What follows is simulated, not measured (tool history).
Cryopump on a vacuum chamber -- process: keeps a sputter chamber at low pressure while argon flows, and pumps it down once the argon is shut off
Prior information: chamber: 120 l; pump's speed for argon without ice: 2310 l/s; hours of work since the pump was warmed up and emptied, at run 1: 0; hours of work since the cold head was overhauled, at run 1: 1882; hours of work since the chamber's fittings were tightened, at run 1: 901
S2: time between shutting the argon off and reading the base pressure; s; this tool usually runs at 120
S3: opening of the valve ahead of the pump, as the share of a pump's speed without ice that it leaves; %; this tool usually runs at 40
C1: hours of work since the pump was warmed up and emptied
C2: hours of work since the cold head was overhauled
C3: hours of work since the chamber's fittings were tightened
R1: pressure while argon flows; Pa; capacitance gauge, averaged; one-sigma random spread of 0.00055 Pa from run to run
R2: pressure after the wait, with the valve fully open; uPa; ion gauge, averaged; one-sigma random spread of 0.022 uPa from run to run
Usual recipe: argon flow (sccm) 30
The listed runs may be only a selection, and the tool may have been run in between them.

run 1 hour=0 | argon_flow_(sccm)=30 S2=120 S3=40 | C1=0 C2=1882 C3=901 | R1=0.0562 R2=1.85
run 2 hour=85.1 | argon_flow_(sccm)=27 S2=120 S3=40 | C1=68 C2=1951 C3=969 | R1=0.0508 R2=1.95
run 3 hour=148.9 | argon_flow_(sccm)=27 S2=120 S3=40 | C1=120 C2=2002 C3=1021 | R1=0.0519 R2=1.95
run 4 hour=195.7 | argon_flow_(sccm)=27 S2=120 S3=40 | C1=157 C2=2040 C3=1058 | R1=0.0515 R2=2.2
run 5 hour=239.2 | argon_flow_(sccm)=30 S2=120 S3=40 | C1=192 C2=2075 C3=1093 | R1=0.0581 R2=2.16
run 6 hour=303.4 | argon_flow_(sccm)=30 S2=120 S3=40 | C1=244 C2=2126 C3=1145 | R1=0.0566 R2=2.29
-- hour=324.3 leaking fittings of the chamber tightened, without venting
run 7 hour=352.1 | argon_flow_(sccm)=30 S2=120 S3=40 | C1=281 C2=2164 C3=22 | R1=0.0581 R2=0.68
run 8 hour=436.9 | argon_flow_(sccm)=30 S2=120 S3=40 | C1=350 C2=2232 C3=90 | R1=0.0589 R2=0.76
run 9 hour=483.2 | argon_flow_(sccm)=30 S2=120 S3=40 | C1=387 C2=2269 C3=128 | R1=0.0583 R2=0.86
run 10 hour=541.6 | argon_flow_(sccm)=30 S2=120 S3=40 | C1=434 C2=2316 C3=175 | R1=0.0602 R2=0.93
run 11 hour=631 | argon_flow_(sccm)=30 S2=120 S3=40 | C1=506 C2=2388 C3=247 | R1=0.0598 R2=1.09
run 12 hour=707.5 | argon_flow_(sccm)=30 S2=120 S3=40 | C1=567 C2=2449 C3=308 | R1=0.0603 R2=1.22
run 13 hour=797.6 | argon_flow_(sccm)=30 S2=120 S3=40 | C1=640 C2=2522 C3=380 | R1=0.0624 R2=1.41
run 14 hour=865.2 | argon_flow_(sccm)=30 S2=120 S3=40 | C1=694 C2=2576 C3=435 | R1=0.0619 R2=1.5
run 15 hour=938.8 | argon_flow_(sccm)=30 S2=120 S3=40 | C1=753 C2=2635 C3=494 | R1=0.0637 R2=1.59
run 16 hour=1007 | argon_flow_(sccm)=30 S2=120 S3=40 | C1=808 C2=2690 C3=549 | R1=0.0637 R2=1.82
run 17 hour=1076.7 | argon_flow_(sccm)=30 S2=120 S3=40 | C1=864 C2=2746 C3=605 | R1=0.0641 R2=1.91
-- hour=1137.8 pump warmed up, emptied and cooled again
run 18 hour=1146.7 | argon_flow_(sccm)=30 S2=120 S3=40 | C1=7 C2=2798 C3=657 | R1=0.0555 R2=1.63
run 19 hour=1195 | argon_flow_(sccm)=33 S2=77 S3=35 | C1=46 C2=2837 C3=696 | R1=0.0699 R2=1.93
run 20 hour=1241.8 | argon_flow_(sccm)=30 S2=32 S3=44 | C1=84 C2=2875 C3=734 | R1=0.051 R2=2.96
run 21 hour=1287.4 | argon_flow_(sccm)=30 S2=120 S3=24 | C1=120 C2=2912 C3=770 | R1=0.0929 R2=1.78
run 22 hour=1345.1 | argon_flow_(sccm)=30 S2=120 S3=24 | C1=167 C2=2958 C3=817 | R1=0.0927 R2=1.91
run 23 hour=1388.6 | argon_flow_(sccm)=30 S2=120 S3=24 | C1=202 C2=2993 C3=851 | R1=0.093 R2=1.99
run 24 hour=1454.3 | argon_flow_(sccm)=16 S2=91 S3=38 | C1=254 C2=3046 C3=904 | R1=0.0325 R2=2.18
run 25 hour=1530.2 | argon_flow_(sccm)=12 S2=105 S3=40 | C1=315 C2=3107 C3=965 | R1=0.023 R2=2.26
run 26 hour=1591.8 | argon_flow_(sccm)=30 S2=120 S3=20 | C1=365 C2=3156 C3=1015 | R1=0.1156 R2=2.29
run 27 hour=1639.3 | argon_flow_(sccm)=30 S2=120 S3=20 | C1=403 C2=3194 C3=1053 | R1=0.1143 R2=2.47
run 28 hour=1705.2 | argon_flow_(sccm)=30 S2=28 S3=16 | C1=456 C2=3247 C3=1106 | R1=0.1407 R2=4.22
-- hour=1772 leaking fittings of the chamber tightened, without venting
run 29 hour=1796.5 | argon_flow_(sccm)=30 S2=120 S3=36 | C1=528 C2=3319 C3=20 | R1=0.0672 R2=0.73
run 30 hour=1884.3 | argon_flow_(sccm)=30 S2=120 S3=36 | C1=598 C2=3390 C3=90 | R1=0.0679 R2=0.83
run 31 hour=1962.9 | argon_flow_(sccm)=30 S2=120 S3=20 | C1=662 C2=3453 C3=153 | R1=0.1164 R2=1.03
run 32 hour=2005.2 | argon_flow_(sccm)=30 S2=64 S3=20 | C1=696 C2=3487 C3=187 | R1=0.1172 R2=1.45
run 33 hour=2084 | argon_flow_(sccm)=30 S2=64 S3=20 | C1=759 C2=3550 C3=251 | R1=0.1167 R2=1.58
run 34 hour=2132.7 | argon_flow_(sccm)=30 S2=64 S3=20 | C1=798 C2=3589 C3=290 | R1=0.1191 R2=1.69
run 35 hour=2195.1 | argon_flow_(sccm)=18 S2=46 S3=21 | C1=848 C2=3640 C3=340 | R1=0.0689 R2=2.15

Across each entry between runs, compare the hidden state at the last listed run before it with the hidden state at the first listed run after it:
In the gap between runs 6 and 7: leaking fittings of the chamber tightened, without venting (hour 324.3)
  pump's speed, % of a pump's without ice: 91.6 -> 90.4; cold plate's temperature, K: 13.28 -> 13.31; leak into the chamber, uPa l/s: 3798 -> 421
  measured less the result without the state, R1: +0.0026 -> +0.003 Pa; R2: +1.7 -> +0.08 uPa
In the gap between runs 17 and 18: pump warmed up, emptied and cooled again (hour 1137.8)
  pump's speed, % of a pump's without ice: 71.2 -> 99.7; cold plate's temperature, K: 13.65 -> 13.68; leak into the chamber, uPa l/s: 2289 -> 2473
  measured less the result without the state, R1: +0.0098 -> +0.0008 Pa; R2: +1.29 -> +1.01 uPa
In the gap between runs 28 and 29: leaking fittings of the chamber tightened, without venting (hour 1772)
  pump's speed, % of a pump's without ice: 84.3 -> 81.9; cold plate's temperature, K: 13.94 -> 13.98; leak into the chamber, uPa l/s: 3946 -> 397
  measured less the result without the state, R1: +0.0051 -> +0.0059 Pa; R2: +2.03 -> +0.09 uPa

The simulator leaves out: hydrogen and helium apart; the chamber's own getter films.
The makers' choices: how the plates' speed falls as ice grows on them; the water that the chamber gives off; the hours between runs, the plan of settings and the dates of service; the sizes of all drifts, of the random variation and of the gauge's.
